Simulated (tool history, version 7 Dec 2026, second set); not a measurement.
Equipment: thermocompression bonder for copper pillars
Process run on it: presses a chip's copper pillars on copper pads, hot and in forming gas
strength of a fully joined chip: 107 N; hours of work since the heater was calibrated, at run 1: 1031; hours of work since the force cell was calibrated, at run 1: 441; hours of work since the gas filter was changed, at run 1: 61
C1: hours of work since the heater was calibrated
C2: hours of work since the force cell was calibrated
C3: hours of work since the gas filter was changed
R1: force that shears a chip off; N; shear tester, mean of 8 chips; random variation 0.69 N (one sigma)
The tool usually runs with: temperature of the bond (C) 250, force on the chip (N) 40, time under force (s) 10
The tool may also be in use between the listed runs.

{"run": 1, "hour": 0.0, "temperature of the bond (C)": 250, "force on the chip (N)": 40, "time under force (s)": 10, "C1": 1031, "C2": 441, "C3": 61, "R1": 72.0}
{"run": 2, "hour": 31.8, "temperature of the bond (C)": 250, "force on the chip (N)": 40, "time under force (s)": 10, "C1": 1055, "C2": 465, "C3": 85, "R1": 70.9}
{"run": 3, "hour": 80.6, "temperature of the bond (C)": 250, "force on the chip (N)": 40, "time under force (s)": 14, "C1": 1092, "C2": 502, "C3": 122, "R1": 76.6}
{"run": 4, "hour": 113.9, "temperature of the bond (C)": 250, "force on the chip (N)": 40, "time under force (s)": 14, "C1": 1117, "C2": 527, "C3": 147, "R1": 75.7}
{"run": 5, "hour": 151.9, "temperature of the bond (C)": 227, "force on the chip (N)": 40, "time under force (s)": 10, "C1": 1146, "C2": 556, "C3": 176, "R1": 54.9}
{"run": 6, "hour": 179.7, "temperature of the bond (C)": 250, "force on the chip (N)": 40, "time under force (s)": 8, "C1": 1167, "C2": 577, "C3": 197, "R1": 64.6}
{"run": 7, "hour": 228.9, "temperature of the bond (C)": 250, "force on the chip (N)": 40, "time under force (s)": 8, "C1": 1204, "C2": 614, "C3": 234, "R1": 64.8}
{"hour": 279.4, "done": "forming gas filter changed"}
{"run": 8, "hour": 279.4, "temperature of the bond (C)": 250, "force on the chip (N)": 40, "time under force (s)": 8, "C1": 1242, "C2": 652, "C3": 0, "R1": 68.8}
{"run": 9, "hour": 317.7, "temperature of the bond (C)": 250, "force on the chip (N)": 40, "time under force (s)": 8, "C1": 1271, "C2": 681, "C3": 29, "R1": 66.9}
{"run": 10, "hour": 358.2, "temperature of the bond (C)": 263, "force on the chip (N)": 40, "time under force (s)": 10, "C1": 1302, "C2": 711, "C3": 60, "R1": 78.6}
{"run": 11, "hour": 391.0, "temperature of the bond (C)": 263, "force on the chip (N)": 40, "time under force (s)": 10, "C1": 1326, "C2": 736, "C3": 84, "R1": 79.4}
{"run": 12, "hour": 449.7, "temperature of the bond (C)": 250, "force on the chip (N)": 40, "time under force (s)": 10, "C1": 1371, "C2": 781, "C3": 129, "R1": 71.9}
{"run": 13, "hour": 478.2, "temperature of the bond (C)": 250, "force on the chip (N)": 40, "time under force (s)": 10, "C1": 1392, "C2": 802, "C3": 150, "R1": 70.0}
{"run": 14, "hour": 512.4, "temperature of the bond (C)": 250, "force on the chip (N)": 40, "time under force (s)": 10, "C1": 1418, "C2": 828, "C3": 176, "R1": 69.9}
{"run": 15, "hour": 539.7, "temperature of the bond (C)": 250, "force on the chip (N)": 40, "time under force (s)": 10, "C1": 1439, "C2": 849, "C3": 197, "R1": 71.1}
{"run": 16, "hour": 567.8, "temperature of the bond (C)": 250, "force on the chip (N)": 40, "time under force (s)": 10, "C1": 1460, "C2": 870, "C3": 218, "R1": 69.2}
{"hour": 574.5, "done": "heater calibrated with a thermocouple chip"}
{"run": 17, "hour": 624.9, "temperature of the bond (C)": 250, "force on the chip (N)": 25, "time under force (s)": 10, "C1": 38, "C2": 912, "C3": 260, "R1": 52.0}
{"hour": 642.8, "done": "forming gas filter changed"}
{"run": 18, "hour": 674.7, "temperature of the bond (C)": 250, "force on the chip (N)": 25, "time under force (s)": 10, "C1": 75, "C2": 949, "C3": 24, "R1": 54.3}
{"run": 19, "hour": 734.9, "temperature of the bond (C)": 250, "force on the chip (N)": 27, "time under force (s)": 10, "C1": 121, "C2": 994, "C3": 70, "R1": 55.9}
{"run": 20, "hour": 765.3, "temperature of the bond (C)": 250, "force on the chip (N)": 27, "time under force (s)": 10, "C1": 144, "C2": 1017, "C3": 93, "R1": 57.3}
{"run": 21, "hour": 813.1, "temperature of the bond (C)": 250, "force on the chip (N)": 57, "time under force (s)": 10, "C1": 180, "C2": 1054, "C3": 129, "R1": 75.4}
{"run": 22, "hour": 857.1, "temperature of the bond (C)": 232, "force on the chip (N)": 40, "time under force (s)": 14, "C1": 213, "C2": 1087, "C3": 162, "R1": 60.0}
{"run": 23, "hour": 912.5, "temperature of the bond (C)": 263, "force on the chip (N)": 40, "time under force (s)": 5, "C1": 255, "C2": 1129, "C3": 204, "R1": 59.7}
{"run": 24, "hour": 937.9, "temperature of the bond (C)": 263, "force on the chip (N)": 40, "time under force (s)": 5, "C1": 275, "C2": 1148, "C3": 223, "R1": 58.9}
{"run": 25, "hour": 979.6, "temperature of the bond (C)": 263, "force on the chip (N)": 40, "time under force (s)": 5, "C1": 306, "C2": 1179, "C3": 255, "R1": 59.2}
{"hour": 1003.4, "done": "forming gas filter changed"}
{"run": 26, "hour": 1035.0, "temperature of the bond (C)": 256, "force on the chip (N)": 27, "time under force (s)": 11, "C1": 348, "C2": 1221, "C3": 24, "R1": 63.2}
{"run": 27, "hour": 1060.0, "temperature of the bond (C)": 256, "force on the chip (N)": 38, "time under force (s)": 11, "C1": 367, "C2": 1240, "C3": 43, "R1": 72.3}
{"run": 28, "hour": 1112.2, "temperature of the bond (C)": 227, "force on the chip (N)": 26, "time under force (s)": 11, "C1": 406, "C2": 1279, "C3": 82, "R1": 44.3}
{"run": 29, "hour": 1171.4, "temperature of the bond (C)": 227, "force on the chip (N)": 26, "time under force (s)": 11, "C1": 451, "C2": 1324, "C3": 127, "R1": 44.4}
{"run": 30, "hour": 1221.1, "temperature of the bond (C)": 250, "force on the chip (N)": 26, "time under force (s)": 17, "C1": 488, "C2": 1362, "C3": 165, "R1": 67.1}
{"run": 31, "hour": 1266.2, "temperature of the bond (C)": 279, "force on the chip (N)": 43, "time under force (s)": 11, "C1": 523, "C2": 1396, "C3": 199, "R1": 84.7}
{"run": 32, "hour": 1311.3, "temperature of the bond (C)": 237, "force on the chip (N)": 33, "time under force (s)": 23, "C1": 557, "C2": 1430, "C3": 233, "R1": 69.0}
{"hour": 1367.3, "done": "forming gas filter changed"}
{"run": 33, "hour": 1372.0, "temperature of the bond (C)": 227, "force on the chip (N)": 32, "time under force (s)": 23, "C1": 602, "C2": 1476, "C3": 4, "R1": 65.3}
{"run": 34, "hour": 1426.8, "temperature of the bond (C)": 236, "force on the chip (N)": 32, "time under force (s)": 23, "C1": 644, "C2": 1517, "C3": 45, "R1": 69.4}
{"run": 35, "hour": 1462.2, "temperature of the bond (C)": 236, "force on the chip (N)": 32, "time under force (s)": 23, "C1": 670, "C2": 1544, "C3": 72, "R1": 70.2}
{"run": 36, "hour": 1510.3, "temperature of the bond (C)": 236, "force on the chip (N)": 32, "time under force (s)": 23, "C1": 707, "C2": 1580, "C3": 108, "R1": 70.1}
{"run": 37, "hour": 1556.3, "temperature of the bond (C)": 253, "force on the chip (N)": 37, "time under force (s)": 10, "C1": 742, "C2": 1615, "C3": 143, "R1": 66.8}
{"run": 38, "hour": 1585.3, "temperature of the bond (C)": 253, "force on the chip (N)": 37, "time under force (s)": 10, "C1": 764, "C2": 1637, "C3": 165, "R1": 66.3}
{"run": 39, "hour": 1642.8, "temperature of the bond (C)": 232, "force on the chip (N)": 35, "time under force (s)": 12, "C1": 807, "C2": 1680, "C3": 208, "R1": 54.5}
{"run": 40, "hour": 1701.1, "temperature of the bond (C)": 259, "force on the chip (N)": 46, "time under force (s)": 12, "C1": 851, "C2": 1725, "C3": 253, "R1": 78.6}

Results per run with the tool's hidden condition removed, run-to-run variation unchanged:
What the log doesn't record here: true temperature of the bond over the reading, C; force that reaches the chip, % of what is set; oxide that the forming gas leaves, % of the face; drift of the gauge itself on shear_n, %.
run=1 R1=69.4
run=2 R1=68.6
run=3 R1=75.1
run=4 R1=74.6
run=5 R1=53.0
run=6 R1=63.6
run=7 R1=64.3
run=8 R1=64.4
run=9 R1=62.9
run=10 R1=75.7
run=11 R1=76.8
run=12 R1=69.2
run=13 R1=67.7
run=14 R1=68.0
run=15 R1=69.4
run=16 R1=67.8
run=17 R1=56.0
run=18 R1=55.2
run=19 R1=57.3
run=20 R1=58.9
run=21 R1=77.9
run=22 R1=62.4
run=23 R1=62.6
run=24 R1=61.9
run=25 R1=62.6
run=26 R1=63.4
run=27 R1=72.8
run=28 R1=44.7
run=29 R1=45.2
run=30 R1=69.0
run=31 R1=88.1
run=32 R1=71.9
run=33 R1=64.2
run=34 R1=68.9
run=35 R1=70.1
run=36 R1=70.4
run=37 R1=67.6
run=38 R1=67.4
run=39 R1=55.4
run=40 R1=81.6

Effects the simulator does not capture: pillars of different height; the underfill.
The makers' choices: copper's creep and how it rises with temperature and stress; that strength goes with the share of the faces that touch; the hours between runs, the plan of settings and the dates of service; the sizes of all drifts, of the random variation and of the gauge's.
